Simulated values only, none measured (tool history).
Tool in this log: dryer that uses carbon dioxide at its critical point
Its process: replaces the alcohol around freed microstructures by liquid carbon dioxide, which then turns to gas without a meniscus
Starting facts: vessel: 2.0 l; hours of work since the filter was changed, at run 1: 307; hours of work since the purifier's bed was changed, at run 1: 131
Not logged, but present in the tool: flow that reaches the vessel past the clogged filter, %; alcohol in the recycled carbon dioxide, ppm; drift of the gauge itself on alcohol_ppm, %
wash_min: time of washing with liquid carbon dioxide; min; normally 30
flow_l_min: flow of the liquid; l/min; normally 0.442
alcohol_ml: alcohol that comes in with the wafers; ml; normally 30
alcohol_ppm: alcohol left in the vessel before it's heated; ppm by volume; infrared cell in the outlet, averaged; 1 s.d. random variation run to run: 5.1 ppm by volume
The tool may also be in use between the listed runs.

run	hour	wash_min	flow_l_min	alcohol_ml	hours of work since the filter was changed	hours of work since the purifier's bed was changed	alcohol_ppm
1	0	30	0.442	30	307	131	100
2	8.4	30	0.442	30	310	134	103
3	13.8	30	0.442	30	312	136	109
4	20.6	30	0.442	30	314	139	97
5	24.6	30	0.442	30	316	140	99
6	32.7	30	0.442	30	319	143	93
7	38.1	26	0.411	24	321	145	194
8	43.1	26	0.678	40	322	147	34
9	50	30	0.334	113	325	149	1088
10	58	18	0.63	113	328	152	656
11	61.9	25	0.63	35	329	154	59
12	68.7	21	0.67	47	332	156	120

Below are 3 alternative next runs, each starting from the tool's condition after run 12. Predict each:
A	75.5	18	0.268	20	334	159	?
B	75.5	30	0.442	30	334	159	?
C	75.5	27	0.67	47	334	159	?

run	alcohol_ppm
A	1518
B	109
C	32
With the hidden condition removed and each run's random variation left untouched, the same runs would have given:
run	alcohol_ppm
A	1362
B	72
C	9

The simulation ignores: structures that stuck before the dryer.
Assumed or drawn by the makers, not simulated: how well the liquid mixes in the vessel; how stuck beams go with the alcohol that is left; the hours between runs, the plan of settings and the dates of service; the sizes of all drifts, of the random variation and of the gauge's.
